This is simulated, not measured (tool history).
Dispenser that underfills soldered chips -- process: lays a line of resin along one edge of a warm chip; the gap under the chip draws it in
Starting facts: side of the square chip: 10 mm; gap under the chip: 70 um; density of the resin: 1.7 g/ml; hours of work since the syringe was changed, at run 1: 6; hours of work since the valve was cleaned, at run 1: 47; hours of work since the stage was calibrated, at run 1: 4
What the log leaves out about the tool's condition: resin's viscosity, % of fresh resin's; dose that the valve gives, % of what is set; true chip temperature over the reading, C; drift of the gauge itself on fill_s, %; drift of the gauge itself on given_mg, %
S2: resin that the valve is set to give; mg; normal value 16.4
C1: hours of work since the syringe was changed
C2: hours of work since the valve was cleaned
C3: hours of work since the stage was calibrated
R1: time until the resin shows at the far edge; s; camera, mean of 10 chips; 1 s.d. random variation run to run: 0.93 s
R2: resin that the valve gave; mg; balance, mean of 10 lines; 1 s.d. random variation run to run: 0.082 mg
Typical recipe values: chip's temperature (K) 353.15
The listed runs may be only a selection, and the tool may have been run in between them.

Run 1, hour 0.0: usual settings; C1 6; C2 47; C3 4. Result: R1 122.2 s, R2 16.10 mg.
Run 2, hour 4.0: usual settings but chip's temperature (K) 344.15; C1 8; C2 50; C3 6. Result: R1 185.4 s, R2 15.88 mg.
Run 3, hour 7.7: usual settings but chip's temperature (K) 344.15; C1 11; C2 52; C3 9. Result: R1 212.7 s, R2 15.78 mg.
At hour 8.3: new syringe of resin.
Run 4, hour 12.9: usual settings but chip's temperature (K) 351.15; C1 3; C2 55; C3 12. Result: R1 109.0 s, R2 15.94 mg.
Run 5, hour 16.0: usual settings; C1 5; C2 57; C3 14. Result: R1 114.5 s, R2 15.86 mg.
Run 6, hour 21.4: usual settings; C1 8; C2 61; C3 17. Result: R1 139.5 s, R2 15.89 mg.
Run 7, hour 24.1: usual settings but S2 21.2 mg; C1 10; C2 62; C3 19. Result: R1 144.8 s, R2 20.46 mg.
At hour 25.6: new syringe of resin.
Run 8, hour 30.0: usual settings but S2 21.2 mg; C1 3; C2 66; C3 22. Result: R1 98.5 s, R2 20.37 mg.
Run 9, hour 33.2: usual settings but S2 14.0 mg; C1 5; C2 68; C3 24. Result: R1 121.3 s, R2 13.37 mg.
Run 10, hour 36.6: usual settings but S2 14.0 mg; C1 7; C2 70; C3 27. Result: R1 138.2 s, R2 13.56 mg.
Run 11, hour 39.1: usual settings but S2 14.0 mg; C1 9; C2 72; C3 28. Result: R1 149.6 s, R2 13.39 mg.
At hour 42.8: new syringe of resin.
Run 12, hour 42.8: usual settings but S2 14.3 mg; C1 0; C2 74; C3 30. Result: R1 93.7 s, R2 13.67 mg.
At hour 44.3: dispensing valve cleaned and set on the balance.
Run 13, hour 47.5: usual settings but S2 14.3 mg; C1 2; C2 2; C3 33. Result: R1 104.1 s, R2 14.24 mg.
Run 14, hour 52.9: usual settings but S2 15.5 mg; C1 6; C2 6; C3 36. Result: R1 121.1 s, R2 15.39 mg.
Run 15, hour 56.4: usual settings but chip's temperature (K) 341.15; C1 8; C2 8; C3 38. Result: R1 199.1 s, R2 16.23 mg.
At hour 61.2: new syringe of resin.
Run 16, hour 61.9: usual settings but chip's temperature (K) 360.15; C1 0; C2 11; C3 42. Result: R1 73.3 s, R2 16.24 mg.
Run 17, hour 65.5: usual settings; C1 3; C2 13; C3 44. Result: R1 102.3 s, R2 16.30 mg.
Run 18, hour 69.9: usual settings; C1 6; C2 16; C3 47. Result: R1 119.9 s, R2 16.18 mg.
Run 19, hour 72.5: usual settings; C1 7; C2 18; C3 48. Result: R1 132.4 s, R2 16.20 mg.
Run 20, hour 76.4: usual settings; C1 10; C2 20; C3 51. Result: R1 151.1 s, R2 16.37 mg.
At hour 78.7: new syringe of resin.
Run 21, hour 79.7: usual settings; C1 1; C2 22; C3 53. Result: R1 90.3 s, R2 16.10 mg.
Run 22, hour 84.6: usual settings but chip's temperature (K) 361.15, S2 18.7 mg; C1 4; C2 25; C3 56. Result: R1 83.0 s, R2 18.35 mg.
Run 23, hour 88.7: usual settings but chip's temperature (K) 361.15, S2 18.7 mg; C1 6; C2 28; C3 58. Result: R1 95.6 s, R2 18.32 mg.
Run 24, hour 93.5: usual settings but chip's temperature (K) 361.15, S2 18.7 mg; C1 9; C2 31; C3 62. Result: R1 110.9 s, R2 18.31 mg.
At hour 95.9: new syringe of resin.
Run 25, hour 96.4: usual settings but chip's temperature (K) 354.15, S2 19.4 mg; C1 0; C2 33; C3 63. Result: R1 85.3 s, R2 19.10 mg.
Run 26, hour 99.7: usual settings but chip's temperature (K) 361.15, S2 17.6 mg; C1 2; C2 35; C3 65. Result: R1 79.5 s, R2 17.14 mg.
Run 27, hour 104.7: usual settings but chip's temperature (K) 361.15, S2 17.6 mg; C1 6; C2 38; C3 68. Result: R1 94.5 s, R2 17.16 mg.
Run 28, hour 107.1: usual settings but chip's temperature (K) 345.15, S2 16.1 mg; C1 7; C2 39; C3 70. Result: R1 168.6 s, R2 15.72 mg.
Run 29, hour 111.6: usual settings but chip's temperature (K) 347.15, S2 16.3 mg; C1 10; C2 42; C3 73. Result: R1 186.4 s, R2 15.81 mg.
At hour 113.3: new syringe of resin.
Run 30, hour 115.5: usual settings but chip's temperature (K) 347.15, S2 16.3 mg; C1 1; C2 45; C3 75. Result: R1 112.9 s, R2 15.95 mg.
Run 31, hour 120.4: usual settings but chip's temperature (K) 347.15, S2 18.6 mg; C1 5; C2 48; C3 78. Result: R1 130.2 s, R2 18.05 mg.
Run 32, hour 124.1: usual settings but S2 15.3 mg; C1 7; C2 50; C3 81. Result: R1 126.9 s, R2 14.77 mg.
Run 33, hour 126.9: usual settings but S2 15.3 mg; C1 9; C2 52; C3 82. Result: R1 144.3 s, R2 14.87 mg.
At hour 130.8: new syringe of resin.
Run 34, hour 132.4: usual settings but S2 18.0 mg; C1 1; C2 55; C3 86. Result: R1 93.1 s, R2 17.30 mg.
Run 35, hour 135.7: usual settings but chip's temperature (K) 340.15, S2 21.2 mg; C1 3; C2 57; C3 88. Result: R1 153.5 s, R2 20.31 mg.
Run 36, hour 138.1: usual settings but chip's temperature (K) 340.15, S2 21.2 mg; C1 5; C2 59; C3 89. Result: R1 160.8 s, R2 20.46 mg.

What differs in the tool's unlogged condition from the final listed run ahead of each entry between runs to the first listed run following it?
After run 3, before run 4: new syringe of resin (hour 8.3)
  resin's viscosity, % of fresh resin's: 179.1 -> 116.4; dose that the valve gives, % of what is set: 96.92 -> 96.72; true chip temperature over the reading, C: -0.04 -> -0.03
  the result without the hidden state subtracted from the measured one, R1: +94.7 -> +16.3 s; R2: -0.50 -> -0.54 mg
After run 7, before run 8: new syringe of resin (hour 25.6)
  resin's viscosity, % of fresh resin's: 171.9 -> 115.9; dose that the valve gives, % of what is set: 96.27 -> 96.05; true chip temperature over the reading, C: -0.02 -> -0.01
  the result without the hidden state subtracted from the measured one, R1: +60.9 -> +13.9 s; R2: -0.80 -> -0.84 mg
After run 11, before run 12: new syringe of resin (hour 42.8)
  resin's viscosity, % of fresh resin's: 158.9 -> 100.1; dose that the valve gives, % of what is set: 95.67 -> 95.53; true chip temperature over the reading, C: 0 -> 0.01
  the result without the hidden state subtracted from the measured one, R1: +57.4 -> +1.9 s; R2: -0.61 -> -0.64 mg
After run 12, before run 13: dispensing valve cleaned and set on the balance (hour 44.3)
  resin's viscosity, % of fresh resin's: 100.1 -> 113.7; dose that the valve gives, % of what is set: 95.53 -> 99.76
  the result without the hidden state subtracted from the measured one, R1: +1.9 -> +12.5 s; R2: -0.64 -> -0.03 mg
After run 15, before run 16: new syringe of resin (hour 61.2)
  resin's viscosity, % of fresh resin's: 154.9 -> 103.6; dose that the valve gives, % of what is set: 99.43 -> 99.23; true chip temperature over the reading, C: 0.03 -> 0.04
  the result without the hidden state subtracted from the measured one, R1: +70.6 -> +2.6 s; R2: -0.10 -> -0.13 mg
After run 20, before run 21: new syringe of resin (hour 78.7)
  resin's viscosity, % of fresh resin's: 171 -> 103.4; dose that the valve gives, % of what is set: 98.66 -> 98.54
  the result without the hidden state subtracted from the measured one, R1: +63.1 -> +3.1 s; R2: -0.22 -> -0.24 mg
After run 24, before run 25: new syringe of resin (hour 95.9)
  resin's viscosity, % of fresh resin's: 167 -> 102.6; dose that the valve gives, % of what is set: 98 -> 97.9
  the result without the hidden state subtracted from the measured one, R1: +44.8 -> +2.1 s; R2: -0.37 -> -0.42 mg
After run 29, before run 30: new syringe of resin (hour 113.3)
  resin's viscosity, % of fresh resin's: 174.1 -> 106.2; dose that the valve gives, % of what is set: 97.3 -> 97.16
  the result without the hidden state subtracted from the measured one, R1: +79.5 -> +7.0 s; R2: -0.44 -> -0.47 mg
After run 33, before run 34: new syringe of resin (hour 130.8)
  resin's viscosity, % of fresh resin's: 157.8 -> 105.4; dose that the valve gives, % of what is set: 96.71 -> 96.52
  the result without the hidden state subtracted from the measured one, R1: +53.3 -> +4.9 s; R2: -0.50 -> -0.62 mg
